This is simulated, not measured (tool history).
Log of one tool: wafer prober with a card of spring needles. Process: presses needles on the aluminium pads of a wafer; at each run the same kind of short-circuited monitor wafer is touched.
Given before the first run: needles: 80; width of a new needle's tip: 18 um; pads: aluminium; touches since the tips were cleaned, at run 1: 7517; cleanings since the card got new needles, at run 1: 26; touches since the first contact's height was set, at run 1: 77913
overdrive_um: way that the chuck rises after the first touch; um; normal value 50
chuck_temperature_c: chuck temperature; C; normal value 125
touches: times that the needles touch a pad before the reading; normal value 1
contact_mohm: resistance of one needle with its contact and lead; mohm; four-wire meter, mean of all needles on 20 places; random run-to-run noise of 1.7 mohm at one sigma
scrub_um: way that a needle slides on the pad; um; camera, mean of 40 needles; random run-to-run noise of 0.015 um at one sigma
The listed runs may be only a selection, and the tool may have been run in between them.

run	hour	overdrive_um	chuck_temperature_c	touches	touches since the tips were cleaned	cleanings since the card got new needles	touches since the first contact's height was set	contact_mohm	scrub_um
1	0	50	125	1	7517	26	77913	296	12.32
# hour 2.3: tips cleaned on abrasive film
2	14.2	50	125	1	3216	27	81733	261	12.32
# hour 30.5: tips cleaned on abrasive film
3	40.4	50	125	1	2676	28	88808	246	12.27
4	56	50	125	1	6902	28	93034	294	12.3
# hour 58.9: tips cleaned on abrasive film
5	69.3	50	125	1	2823	29	96603	249	12.27
# hour 88.1: tips cleaned on abrasive film
6	88.1	50	125	2	0	30	101686	179	12.26
7	115.6	45	125	2	7426	30	109112	265	11.01
# hour 118.4: tips cleaned on abrasive film
8	142.4	32	28	1	6515	31	116361	454	7.78
# hour 146.6: tips cleaned on abrasive film
9	159.4	32	28	1	3453	32	120924	388	7.79
# hour 175: tips cleaned on abrasive film
10	185.1	64	71	3	2735	33	127883	181	15.69
# hour 204.4: tips cleaned on abrasive film
11	207	44	35	3	710	34	133786	180	10.71
12	224.3	50	125	1	5390	34	138466	284	12.21

Subtracting, for every run, the result it would have given without the tool's unlogged condition from the measured result gives the following. The same run-to-run variation enters both numbers; the gauge's scatter may not:
Hidden conditions of the tool in this case: debris on the tips, nm; way that the needles fall short of the set height, um; tips' diameter, um; drift of the gauge itself on contact_mohm, %; drift of the gauge itself on scrub_um, %.
run	contact_mohm	scrub_um
1	+112	-0.08
2	+83	-0.1
3	+67	-0.11
4	+110	-0.1
5	+71	-0.11
6	+4	-0.13
7	+83	-0.13
8	+283	-0.15
9	+217	-0.16
10	+18	-0.17
11	+17	-0.18
12	+104	-0.18

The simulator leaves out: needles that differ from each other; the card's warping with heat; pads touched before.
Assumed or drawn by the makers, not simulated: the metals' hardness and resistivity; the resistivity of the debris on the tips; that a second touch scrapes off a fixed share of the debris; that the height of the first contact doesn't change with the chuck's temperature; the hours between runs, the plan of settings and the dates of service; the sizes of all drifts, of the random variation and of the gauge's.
